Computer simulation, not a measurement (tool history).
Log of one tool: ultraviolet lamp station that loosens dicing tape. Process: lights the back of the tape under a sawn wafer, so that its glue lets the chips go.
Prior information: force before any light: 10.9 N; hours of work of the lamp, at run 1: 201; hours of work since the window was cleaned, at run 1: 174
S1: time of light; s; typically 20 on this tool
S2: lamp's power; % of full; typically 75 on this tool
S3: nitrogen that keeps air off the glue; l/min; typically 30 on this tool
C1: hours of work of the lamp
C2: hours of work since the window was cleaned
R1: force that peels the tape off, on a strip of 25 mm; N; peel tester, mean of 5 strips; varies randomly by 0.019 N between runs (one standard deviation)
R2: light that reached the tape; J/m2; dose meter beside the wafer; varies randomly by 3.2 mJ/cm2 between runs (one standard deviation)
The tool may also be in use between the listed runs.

run,hour,S1,S2,S3,C1,C2,R1,R2
1,0.0,20,75,30,201,174,1.354,4130
2,7.7,20,75,30,206,179,1.380,4120
3,19.7,20,75,30,213,186,1.397,4110
4,29.0,20,75,14,219,192,2.408,4020
5,42.9,20,75,30,227,200,1.479,3940
6,53.7,20,75,30,233,206,1.485,3970
7,61.7,20,75,30,238,211,1.454,3950
8,72.0,20,75,30,244,217,1.476,3940
9,82.2,20,75,30,250,223,1.502,3910
10,93.1,20,75,30,256,229,1.503,3860
11,99.1,20,75,30,260,233,1.491,3880
12,109.7,20,75,30,266,239,1.563,3800
13,121.6,20,75,30,273,246,1.537,3820
14,128.0,20,75,30,277,250,1.587,3780
15,138.4,20,75,22,283,256,2.027,3780
16,147.9,19,75,22,289,262,2.211,3550
17,155.4,19,75,22,293,266,2.106,3540
18,164.9,16,75,30,299,272,2.392,2920
19,172.0,34,90,13,303,276,0.759,7500
20,179.2,12,68,14,307,280,5.037,1990
21,187.9,29,83,53,312,285,0.344,5850
22,199.8,34,75,26,320,293,0.605,6230
23,207.0,14,75,30,324,297,3.027,2510
24,213.9,23,87,30,328,301,0.951,4790
25,224.3,23,87,30,334,307,0.997,4770
26,235.5,13,92,57,341,314,1.885,2820
27,245.0,25,88,14,346,319,1.639,5190
28,251.7,25,88,14,350,323,1.534,5170
29,260.5,25,88,51,355,328,0.502,5130
30,269.7,20,65,12,361,334,3.660,3010
31,282.8,28,65,37,369,342,1.108,4130
32,296.1,14,62,14,376,349,5.357,1930
33,307.6,14,95,28,383,356,2.416,3020

Some steps in R1, run to run, broken into two amounts with sign: the step expected even without the hidden condition (settings, incoming material, random variation), and the rest, left for the hidden condition together with whatever gauge scatter is not in both the measured and the hidden-condition-free result:
Unlogged tool condition in this case: lamp's light, % of a new lamp's; light that the window lets through, % of a clean one's; drift of the gauge itself on peel_n, %; drift of the gauge itself on dose_mj_cm2, %.
Run 19 -> 20: S1 34 -> 12, S2 90 -> 68, S3 13 -> 14. R1 +4.278 N: hidden state +0.719, all else +3.559.
Run 20 -> 21: S1 12 -> 29, S2 68 -> 83, S3 14 -> 53. R1 -4.693 N: hidden state -0.948, all else -3.745.
Run 29 -> 30: S1 25 -> 20, S2 88 -> 65, S3 51 -> 12. R1 +3.158 N: hidden state +0.988, all else +2.170.
Run 31 -> 32: S1 28 -> 14, S2 65 -> 62, S3 37 -> 14. R1 +4.249 N: hidden state +0.833, all else +3.416.
